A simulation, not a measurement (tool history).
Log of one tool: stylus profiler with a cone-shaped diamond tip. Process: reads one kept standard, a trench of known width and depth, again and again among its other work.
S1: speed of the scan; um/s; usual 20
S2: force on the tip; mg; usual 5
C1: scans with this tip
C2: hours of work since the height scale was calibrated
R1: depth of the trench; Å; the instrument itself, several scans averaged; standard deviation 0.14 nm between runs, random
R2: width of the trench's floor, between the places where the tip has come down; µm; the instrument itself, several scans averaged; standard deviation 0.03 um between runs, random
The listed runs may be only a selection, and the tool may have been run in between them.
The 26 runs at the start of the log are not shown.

run	hour	S1	S2	C1	C2	R1	R2
27	946.6	32	5	20209	715	5072.8	13.08
28	983.8	19	3.44	20468	735	5061.2	13.08
29	1007	19	3.44	20629	747	5060.8	13.09
30	1060	17	4.09	20998	776	5064.9	13.08
31	1101.2	31	4.36	21285	798	5065.6	13.03
32	1144	20	5.84	21583	821	5078.1	12.97
# hour 1175.1: height scale calibrated on a step standard
33	1191.7	20	3.24	21911	9	5039.8	12.98
34	1227.5	20	3.24	22160	28	5041.7	12.97
35	1266.6	46	5.28	22433	49	5054.5	12.86
36	1319.7	35	4.18	22802	78	5048.7	12.86
37	1359.8	6	5	23081	99	5055.2	12.91
38	1405.4	11	7.23	23398	124	5074.4	12.84
39	1437	5	14.8	23619	141	5113.2	12.87
40	1478.9	26	2.9	23910	164	5042.8	12.71
41	1516.3	9	5.55	24170	184	5060.4	12.77
42	1558.5	8	5	24464	206	5057.8	12.79
43	1610.9	8	5	24828	235	5057.2	12.68
44	1638.9	21	3.35	25024	250	5046.6	12.68
45	1676.1	21	3.35	25283	270	5047.3	12.59
46	1709.2	21	3.35	25513	288	5048.9	12.61

Each row is a separate what-if for the run after 46, all from the same tool condition, not one after another. Results?
A	1756.9	7	6.89	25845	313	?	?
B	1756.9	6	8.43	25845	313	?	?
C	1756.9	17	6.25	25845	313	?	?
D	1756.9	46	4.19	25845	313	?	?

run	R1	R2
A	5074	12.66
B	5083.3	12.62
C	5068.9	12.68
D	5056	12.47
With the hidden condition removed and each run's random variation left untouched, the same runs would have given:
run	R1	R2
A	5065.9	15.63
B	5075.1	15.59
C	5060.7	15.65
D	5047.8	15.44
